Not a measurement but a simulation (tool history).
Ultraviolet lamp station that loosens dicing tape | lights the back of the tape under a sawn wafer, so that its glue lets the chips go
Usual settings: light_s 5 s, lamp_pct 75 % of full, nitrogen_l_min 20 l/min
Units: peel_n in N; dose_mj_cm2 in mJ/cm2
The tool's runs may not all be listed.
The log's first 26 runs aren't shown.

run	hour	light_s	lamp_pct	nitrogen_l_min	peel_n	dose_mj_cm2
# hour 526.2: lamp changed
27	538.8	3	66	20	0.904	250
28	558.9	3	66	20	0.895	251
29	587.3	5	97	20	0.251	613
30	615.8	3	97	20	0.542	371
31	641.7	4	67	11	0.760	337
32	660.2	4	67	11	0.794	340
33	681.0	3	67	20	0.903	254
34	696.8	4	99	14	0.400	509
# hour 707.1: window cleaned of glue's vapour
35	717.0	2	89	8	1.287	226
36	739.6	2	64	20	1.364	166
37	759.7	2	64	20	1.416	164
38	773.3	5	75	7	0.568	473
39	798.7	5	61	10	0.647	383
40	820.2	5	61	10	0.680	390
41	833.7	6	70	6	0.528	533
42	862.8	6	70	6	0.531	536
43	876.0	6	70	6	0.516	526

4 ways to go on from here, each from the tool as it stands after run 43. What would each give?
A	902.1	4	65	24	?	?
B	902.1	3	82	31	?	?
C	902.1	7	73	9	?	?
D	902.1	4	91	7	?	?

run	peel_n	dose_mj_cm2
A	0.588	333
B	0.598	317
C	0.307	643
D	0.623	466
Without the tool's hidden state the same runs would have given:
run	peel_n	dose_mj_cm2
A	0.588	333
B	0.597	317
C	0.307	644
D	0.623	466
